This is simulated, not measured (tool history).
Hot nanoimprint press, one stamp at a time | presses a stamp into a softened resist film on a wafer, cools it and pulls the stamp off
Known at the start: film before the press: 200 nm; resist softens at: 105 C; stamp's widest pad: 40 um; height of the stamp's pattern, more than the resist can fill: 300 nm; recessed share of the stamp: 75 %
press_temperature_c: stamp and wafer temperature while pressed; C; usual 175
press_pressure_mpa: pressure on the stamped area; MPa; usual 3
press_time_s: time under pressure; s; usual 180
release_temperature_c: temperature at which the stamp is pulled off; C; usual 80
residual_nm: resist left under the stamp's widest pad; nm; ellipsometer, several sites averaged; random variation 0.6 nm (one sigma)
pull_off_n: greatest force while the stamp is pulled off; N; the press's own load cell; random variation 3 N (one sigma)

{"run": 1, "day": 0.0, "press_temperature_c": 175, "press_pressure_mpa": 3, "press_time_s": 180, "release_temperature_c": 80, "residual_nm": 72.5, "pull_off_n": 162}
{"run": 2, "day": 0.783, "press_temperature_c": 175, "press_pressure_mpa": 3, "press_time_s": 180, "release_temperature_c": 80, "residual_nm": 72.5, "pull_off_n": 162}
{"run": 3, "day": 1.504, "press_temperature_c": 175, "press_pressure_mpa": 3, "press_time_s": 180, "release_temperature_c": 77, "residual_nm": 71.7, "pull_off_n": 180}
{"run": 4, "day": 2.017, "press_temperature_c": 175, "press_pressure_mpa": 3, "press_time_s": 180, "release_temperature_c": 77, "residual_nm": 72.8, "pull_off_n": 178}
{"run": 5, "day": 2.446, "press_temperature_c": 175, "press_pressure_mpa": 3, "press_time_s": 180, "release_temperature_c": 77, "residual_nm": 72.1, "pull_off_n": 181}
{"day": 2.954, "done": "stamp cleaned and given a new release coat"}
{"run": 6, "day": 3.588, "press_temperature_c": 175, "press_pressure_mpa": 3, "press_time_s": 180, "release_temperature_c": 77, "residual_nm": 71.4, "pull_off_n": 158}
{"run": 7, "day": 4.067, "press_temperature_c": 175, "press_pressure_mpa": 3, "press_time_s": 180, "release_temperature_c": 77, "residual_nm": 72.2, "pull_off_n": 155}
{"run": 8, "day": 4.812, "press_temperature_c": 175, "press_pressure_mpa": 3, "press_time_s": 180, "release_temperature_c": 77, "residual_nm": 72.6, "pull_off_n": 168}
{"run": 9, "day": 5.371, "press_temperature_c": 175, "press_pressure_mpa": 2.06, "press_time_s": 180, "release_temperature_c": 77, "residual_nm": 88.4, "pull_off_n": 164}
{"run": 10, "day": 5.812, "press_temperature_c": 175, "press_pressure_mpa": 2.06, "press_time_s": 180, "release_temperature_c": 77, "residual_nm": 88.6, "pull_off_n": 167}
{"run": 11, "day": 6.354, "press_temperature_c": 175, "press_pressure_mpa": 3, "press_time_s": 180, "release_temperature_c": 66, "residual_nm": 71, "pull_off_n": 214}
{"run": 12, "day": 7.342, "press_temperature_c": 175, "press_pressure_mpa": 3, "press_time_s": 161, "release_temperature_c": 80, "residual_nm": 73.7, "pull_off_n": 158}
{"run": 13, "day": 8.046, "press_temperature_c": 175, "press_pressure_mpa": 3, "press_time_s": 180, "release_temperature_c": 80, "residual_nm": 69.8, "pull_off_n": 162}
{"run": 14, "day": 8.767, "press_temperature_c": 178, "press_pressure_mpa": 4.11, "press_time_s": 266, "release_temperature_c": 87, "residual_nm": 45.5, "pull_off_n": 138}
{"run": 15, "day": 9.304, "press_temperature_c": 178, "press_pressure_mpa": 4.11, "press_time_s": 266, "release_temperature_c": 81, "residual_nm": 45.8, "pull_off_n": 163}
{"day": 9.988, "done": "stamp cleaned and given a new release coat"}
{"run": 16, "day": 10.0, "press_temperature_c": 185, "press_pressure_mpa": 2.55, "press_time_s": 180, "release_temperature_c": 78, "residual_nm": 53.6, "pull_off_n": 145}
{"run": 17, "day": 10.683, "press_temperature_c": 175, "press_pressure_mpa": 3.9, "press_time_s": 337, "release_temperature_c": 80, "residual_nm": 48.2, "pull_off_n": 138}
{"run": 18, "day": 11.462, "press_temperature_c": 176, "press_pressure_mpa": 3.9, "press_time_s": 337, "release_temperature_c": 80, "residual_nm": 45.9, "pull_off_n": 147}
{"run": 19, "day": 12.362, "press_temperature_c": 182, "press_pressure_mpa": 2.17, "press_time_s": 180, "release_temperature_c": 80, "residual_nm": 64.8, "pull_off_n": 150}

Forecast run 20:
{"run": 20, "day": 12.9, "press_temperature_c": 182, "press_pressure_mpa": 2.17, "press_time_s": 180, "release_temperature_c": 80, "residual_nm": "?", "pull_off_n": "?"}

residual_nm: 63.5 nm
pull_off_n: 153 N
Without the tool's hidden state the same run would have given residual_nm 66 nm, pull_off_n 145 N.
